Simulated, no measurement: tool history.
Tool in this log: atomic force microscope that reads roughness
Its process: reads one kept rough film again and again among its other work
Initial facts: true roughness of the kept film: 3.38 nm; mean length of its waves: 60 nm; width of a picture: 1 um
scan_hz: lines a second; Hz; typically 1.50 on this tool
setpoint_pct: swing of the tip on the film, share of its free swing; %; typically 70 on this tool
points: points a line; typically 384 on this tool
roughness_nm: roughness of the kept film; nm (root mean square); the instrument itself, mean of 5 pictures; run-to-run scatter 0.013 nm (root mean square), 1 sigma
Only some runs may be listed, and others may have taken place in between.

run,day,scan_hz,setpoint_pct,points,roughness_nm
1,0.000,1.50,70,384,3.040
2,1.854,1.50,70,384,3.035
3,2.725,1.50,70,384,3.021
4,4.692,1.50,69,384,2.966
5,5.517,1.50,61,384,3.027
# day 6.112: new tip fitted
6,6.404,1.50,61,384,3.197
7,8.312,1.50,57,384,3.172
8,9.812,1.73,73,450,2.980
9,11.483,2.37,70,411,2.902
# day 11.658: height scale calibrated on a step standard
10,12.892,1.50,70,308,2.967
# day 14.408: new tip fitted
# day 14.546: height scale calibrated on a step standard, once more
11,14.812,1.50,78,515,3.006
12,16.258,3.26,87,546,2.479

Expected results for the next run?
13,17.608,2.82,81,384,?

{"run 13": {"roughness_nm": 2.669}}
With no hidden state in the tool, this same run would have given roughness_nm 2.736 nm (root mean square).
